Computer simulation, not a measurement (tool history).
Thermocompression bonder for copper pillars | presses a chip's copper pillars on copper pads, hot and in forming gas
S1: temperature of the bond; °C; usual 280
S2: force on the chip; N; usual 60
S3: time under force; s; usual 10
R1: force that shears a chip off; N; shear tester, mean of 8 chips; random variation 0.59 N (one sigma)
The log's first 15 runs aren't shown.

Run 16, hour 234.1: usual settings but S2 39 N. Result: R1 34.9 N.
Run 17, hour 250.2: usual settings but S2 39 N. Result: R1 35.9 N.
Run 18, hour 260.7: usual settings but S2 61 N, S3 9 s. Result: R1 47.6 N.
Run 19, hour 271.9: usual settings but S2 61 N, S3 9 s. Result: R1 47 N.
Run 20, hour 287.2: usual settings but S2 61 N, S3 9 s. Result: R1 47.6 N.
Run 21, hour 306.4: usual settings but S1 309 °C, S2 78 N, S3 15 s. Result: R1 82.8 N.
Run 22, hour 315.7: usual settings but S1 250 °C, S3 15 s. Result: R1 43.1 N.
Run 23, hour 324.3: usual settings but S3 7 s. Result: R1 41.6 N.
Run 24, hour 336.3: usual settings but S1 301 °C, S3 14 s. Result: R1 64.5 N.
At hour 347.2: forming gas filter changed.
Run 25, hour 350.4: usual settings but S1 301 °C, S3 14 s. Result: R1 71.3 N.
Run 26, hour 365.5: usual settings but S1 301 °C, S3 14 s. Result: R1 71.5 N.
Run 27, hour 377.8: usual settings but S1 301 °C. Result: R1 63.6 N.
Run 28, hour 397.7: usual settings but S1 301 °C. Result: R1 63.4 N.
Run 29, hour 418.7: usual settings but S2 43 N, S3 8 s. Result: R1 37.2 N.
Run 30, hour 437: usual settings but S1 253 °C, S2 43 N, S3 23 s. Result: R1 43.3 N.
Run 31, hour 448.5: usual settings but S1 264 °C, S3 6 s. Result: R1 36.1 N.

Forecast each of these 5 alternatives for the next run:
Run A, hour 460.2: usual settings but S1 279 °C, S2 53 N, S3 6 s. Result: R1 ?.
Run B, hour 460.2: usual settings but S3 8 s. Result: R1 ?.
Run C, hour 460.2: usual settings but S1 254 °C, S2 50 N, S3 27 s. Result: R1 ?.
Run D, hour 460.2: usual settings but S3 13 s. Result: R1 ?.
Run E, hour 460.2: usual settings but S1 255 °C, S2 38 N, S3 19 s. Result: R1 ?.

run    R1
  A  38.6
  B    48
  C  52.1
  D  56.1
  E  37.5
Without the tool's hidden state the same runs would have given:
run    R1
  A  40.9
  B  50.6
  C  55.2
  D  59.1
  E  39.9

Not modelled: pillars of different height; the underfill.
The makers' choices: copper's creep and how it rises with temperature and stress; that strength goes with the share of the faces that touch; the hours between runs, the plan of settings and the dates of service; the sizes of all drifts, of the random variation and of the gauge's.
